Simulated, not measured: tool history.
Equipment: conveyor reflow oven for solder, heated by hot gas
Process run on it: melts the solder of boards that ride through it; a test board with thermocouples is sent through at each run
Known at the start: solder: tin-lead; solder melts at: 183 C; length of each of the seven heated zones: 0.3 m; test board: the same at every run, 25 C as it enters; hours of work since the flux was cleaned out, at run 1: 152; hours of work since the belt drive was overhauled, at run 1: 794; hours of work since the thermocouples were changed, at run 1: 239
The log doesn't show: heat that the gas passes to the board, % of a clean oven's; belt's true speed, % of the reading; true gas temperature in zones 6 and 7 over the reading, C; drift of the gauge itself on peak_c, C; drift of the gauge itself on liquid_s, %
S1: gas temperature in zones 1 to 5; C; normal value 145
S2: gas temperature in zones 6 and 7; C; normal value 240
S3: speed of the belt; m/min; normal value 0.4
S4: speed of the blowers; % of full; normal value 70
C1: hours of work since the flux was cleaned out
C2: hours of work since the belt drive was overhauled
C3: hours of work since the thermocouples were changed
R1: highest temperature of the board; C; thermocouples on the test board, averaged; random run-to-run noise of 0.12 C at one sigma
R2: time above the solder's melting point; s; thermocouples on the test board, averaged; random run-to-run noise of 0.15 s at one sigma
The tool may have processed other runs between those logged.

run,day,S1,S2,S3,S4,C1,C2,C3,R1,R2
1,0,145,240,0.4,70,152,794,239,222.7,76.1
2,0.979,145,240,0.4,70,162,804,250,222.6,75.9
3,2.096,134,240,0.4,70,174,816,262,220.3,69.4
# day 2.333: belt drive overhauled, speed set with a stopwatch
4,3.021,134,240,0.4,70,182,7,270,219.6,67
5,3.912,134,240,0.4,70,192,17,279,219.4,66.8
6,4.462,145,240,0.4,70,198,23,285,221.9,73.7
# day 4.808: flux residue cleaned out of gas plates and filters
7,5.625,145,240,0.4,70,9,33,295,223.2,75
8,6.442,145,240,0.4,70,17,42,304,223.1,75
9,7.438,145,242,0.4,51,28,52,315,217.8,69.5
10,8.062,155,235,0.391,77,35,59,321,223,82.1

Estimate the outcome of run 11 from the log above:
11,8.8,160,233,0.467,53,43,67,329,?,?

R1: 209.9 C
R2: 57.6 s
The same run, on a tool lacking any hidden state, would have yielded R1 209.4 C, R2 57.1 s.
